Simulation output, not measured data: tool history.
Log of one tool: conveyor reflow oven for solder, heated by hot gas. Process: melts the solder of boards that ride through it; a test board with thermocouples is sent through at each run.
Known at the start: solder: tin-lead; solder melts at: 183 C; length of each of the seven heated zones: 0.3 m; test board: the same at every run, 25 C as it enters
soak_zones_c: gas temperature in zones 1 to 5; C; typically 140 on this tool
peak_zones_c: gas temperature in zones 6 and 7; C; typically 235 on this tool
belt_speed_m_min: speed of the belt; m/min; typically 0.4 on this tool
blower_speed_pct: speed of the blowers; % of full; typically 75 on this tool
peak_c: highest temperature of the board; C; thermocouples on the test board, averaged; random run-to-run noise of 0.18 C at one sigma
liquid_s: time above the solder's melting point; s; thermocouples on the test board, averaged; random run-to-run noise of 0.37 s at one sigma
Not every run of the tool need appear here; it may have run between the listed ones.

run	hour	soak_zones_c	peak_zones_c	belt_speed_m_min	blower_speed_pct	peak_c	liquid_s
1	0	140	235	0.4	75	219	70.5
2	55.8	140	235	0.4	75	219	69.5
3	89.5	140	235	0.4	75	218.5	70.6
4	154.6	140	235	0.4	75	218.9	70.2
# hour 164.7: flux residue cleaned out of gas plates and filters
5	211	140	235	0.4	75	217.2	67.9
6	278.2	140	235	0.4	75	217.2	68
7	357.5	140	235	0.4	75	217	68.2
8	396.1	140	235	0.4	75	216.6	67.8
# hour 437.7: flux residue cleaned out of gas plates and filters, once more
9	455.7	140	235	0.4	75	221	73
10	504.5	140	238	0.4	75	223.4	74.6
11	564.1	140	235	0.4	75	220.7	72.9
12	622.3	140	235	0.4	75	220.6	72.9
13	691.1	140	235	0.4	75	220.6	73.1
14	748.1	140	235	0.4	75	220.8	72.8
15	791.4	140	235	0.336	75	225.5	92
16	841.1	142	235	0.4	75	220.8	74.3
17	916.4	146	236	0.417	64	219	70.2
18	948.2	140	244	0.4	73	227.8	78
19	983.2	140	244	0.4	73	227.8	77.8
20	1023	140	242	0.379	61	225.6	80.5
21	1075.7	134	235	0.4	75	219.4	68.7
22	1138.5	140	232	0.4	75	217.4	70.3
23	1215.7	128	232	0.398	75	215.4	64.4
# hour 1245.1: flux residue cleaned out of gas plates and filters
24	1257.9	128	232	0.398	75	217.6	65.9
25	1318.2	128	243	0.41	75	226.1	71.1
26	1368.9	128	243	0.41	75	226.2	71.2
27	1417.3	128	243	0.326	80	234.1	97.1
28	1459.9	128	243	0.326	80	233.9	98.3
# hour 1496.1: belt drive overhauled, speed set with a stopwatch
29	1528.6	140	235	0.4	80	221.5	72.8
30	1593.2	138	244	0.388	89	231	80.8
31	1626.4	126	244	0.404	87	228	70.9

Below, each run's measurement less what the same run would have read without the hidden state. Both values contain the same run-to-run variation, but the gauge's scatter may not be the same in both:
What the log doesn't record here: heat that the gas passes to the board, % of a clean oven's; belt's true speed, % of the reading; true gas temperature in zones 6 and 7 over the reading, C; drift of the gauge itself on peak_c, C; drift of the gauge itself on liquid_s, %.
run	peak_c	liquid_s
1	-1.5	-0.8
2	-1.5	-0.9
3	-1.5	-0.9
4	-1.6	-1
5	-3.3	-2.7
6	-3.4	-2.7
7	-3.5	-2.9
8	-3.5	-2.9
9	+0.5	+1.7
10	+0.5	+1.6
11	+0.4	+1.5
12	+0.4	+1.6
13	+0.3	+1.5
14	+0.2	+1.6
15	+0.2	+2
16	+0.1	+1.6
17	+0.1	+1.4
18	-0.1	+1.6
19	-0.1	+1.6
20	+0	+1.8
21	-0.3	+1.2
22	-0.3	+1.2
23	-0.5	+0.8
24	+1.6	+3.3
25	+1.6	+3.2
26	+1.5	+3.1
27	+1.4	+3.7
28	+1.3	+3.8
29	+0.3	+0.1
30	+0.2	+0.2
31	+0	-0.1
